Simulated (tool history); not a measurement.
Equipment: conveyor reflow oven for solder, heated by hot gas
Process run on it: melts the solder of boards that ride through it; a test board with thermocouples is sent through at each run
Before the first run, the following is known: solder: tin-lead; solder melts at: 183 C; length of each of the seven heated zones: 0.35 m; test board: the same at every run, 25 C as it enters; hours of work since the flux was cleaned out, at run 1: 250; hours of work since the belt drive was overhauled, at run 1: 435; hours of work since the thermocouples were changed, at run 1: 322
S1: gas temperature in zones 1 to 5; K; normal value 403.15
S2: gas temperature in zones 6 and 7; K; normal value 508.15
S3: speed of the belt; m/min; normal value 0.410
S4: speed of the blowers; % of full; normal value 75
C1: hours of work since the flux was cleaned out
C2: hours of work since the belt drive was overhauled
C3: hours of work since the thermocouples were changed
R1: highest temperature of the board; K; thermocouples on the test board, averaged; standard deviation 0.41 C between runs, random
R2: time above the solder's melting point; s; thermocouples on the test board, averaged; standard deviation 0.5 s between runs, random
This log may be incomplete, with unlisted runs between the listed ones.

run   hour      S1      S2     S3  S4   C1   C2   C3      R1    R2
  1    0.0  403.15  508.15  0.410  75  250  435  322  494.05  78.5
  2   24.6  397.15  508.15  0.410  75  261  446  334  493.35  75.0
  3   39.1  403.15  508.15  0.410  75  268  453  341  493.55  77.4
  4   61.8  403.15  508.15  0.410  75  279  464  351  494.35  78.9
  5   75.3  403.15  508.15  0.410  75  285  470  358  493.05  77.8
  6   97.6  403.15  508.15  0.410  75  295  480  368  494.25  77.8
  7  123.9  403.15  508.15  0.410  75  308  493  380  494.45  77.6
  8  135.3  403.15  508.15  0.410  75  313  498  386  494.25  77.8
  9  161.6  403.15  508.15  0.410  75  325  510  398  493.45  77.7
 10  188.1  388.15  508.15  0.434  75  338  523  410  489.55  63.8
 11  207.4  412.15  518.15  0.410  75  347  532  420  505.25  90.5
 12  233.4  415.15  508.15  0.410  88  359  544  432  498.25  87.8
 13  256.2  415.15  508.15  0.410  88  370  555  442  497.95  87.4
 14  281.4  415.15  501.15  0.410  88  382  566  454  491.05  81.5
 15  304.4  415.15  501.15  0.430  51  392  577  465  481.15  62.6
 16  325.1  403.15  508.15  0.426  75  402  587  475  492.35  73.4
 17  343.7  400.15  508.15  0.410  70  411  596  483  491.45  74.8
 18  367.7  400.15  508.15  0.410  70  422  607  495  491.55  74.0

The same runs without the tool's hidden state, with the same run-to-run variation:
The hidden state here: heat that the gas passes to the board, % of a clean oven's; belt's true speed, % of the reading; true gas temperature in zones 6 and 7 over the reading, C; drift of the gauge itself on peak_c, C; drift of the gauge itself on liquid_s, %.
run      R1    R2
  1  494.45  78.9
  2  493.95  75.6
  3  494.15  77.9
  4  494.95  79.4
  5  493.75  78.3
  6  494.85  78.4
  7  495.15  78.3
  8  494.95  78.5
  9  494.25  78.4
 10  490.85  65.4
 11  506.05  90.5
 12  498.95  88.2
 13  498.75  87.9
 14  491.75  82.3
 15  481.65  63.4
 16  493.55  74.7
 17  492.65  76.1
 18  492.75  75.3
